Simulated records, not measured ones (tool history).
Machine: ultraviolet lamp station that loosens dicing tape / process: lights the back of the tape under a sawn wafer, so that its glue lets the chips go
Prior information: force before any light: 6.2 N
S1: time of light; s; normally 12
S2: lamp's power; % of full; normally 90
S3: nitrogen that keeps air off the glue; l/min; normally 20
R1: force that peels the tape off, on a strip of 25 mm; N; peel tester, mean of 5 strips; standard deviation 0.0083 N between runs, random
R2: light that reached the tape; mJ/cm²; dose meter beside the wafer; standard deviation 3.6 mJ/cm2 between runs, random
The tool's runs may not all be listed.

Run 1, hour 0.0: usual settings. Result: R1 0.392 N, R2 553 mJ/cm².
Run 2, hour 6.6: usual settings. Result: R1 0.385 N, R2 548 mJ/cm².
Run 3, hour 12.9: usual settings but S1 11 s. Result: R1 0.442 N, R2 506 mJ/cm².
Run 4, hour 18.4: usual settings but S1 11 s. Result: R1 0.464 N, R2 500 mJ/cm².
Run 5, hour 27.1: usual settings. Result: R1 0.383 N, R2 542 mJ/cm².
Run 6, hour 39.5: usual settings but S1 8 s, S2 65 % of full. Result: R1 1.417 N, R2 263 mJ/cm².
Run 7, hour 48.4: usual settings but S1 8 s, S2 65 % of full. Result: R1 1.402 N, R2 260 mJ/cm².
Run 8, hour 54.2: usual settings but S1 22 s, S2 66 % of full, S3 18 l/min. Result: R1 0.251 N, R2 730 mJ/cm².
Run 9, hour 62.1: usual settings but S1 22 s, S2 64 % of full, S3 15 l/min. Result: R1 0.291 N, R2 704 mJ/cm².
Run 10, hour 68.6: usual settings but S1 22 s, S2 64 % of full, S3 15 l/min. Result: R1 0.298 N, R2 707 mJ/cm².

Selected run-to-run steps in R1, each split into two signed amounts: the part the tool would show with no hidden state at all (from settings, incoming material and random variation), and the remainder, which goes to the hidden state together with any gauge scatter not common to the measured and the hidden-state-free results:
Hidden state present: lamp's light, % of a new lamp's; light that the window lets through, % of a clean one's; drift of the gauge itself on peel_n, %; drift of the gauge itself on dose_mj_cm2, %.
Run 7 -> 8: S1 8 -> 22, S2 65 -> 66, S3 20 -> 18. R1 -1.151 N: hidden state -0.146, all else -1.005.
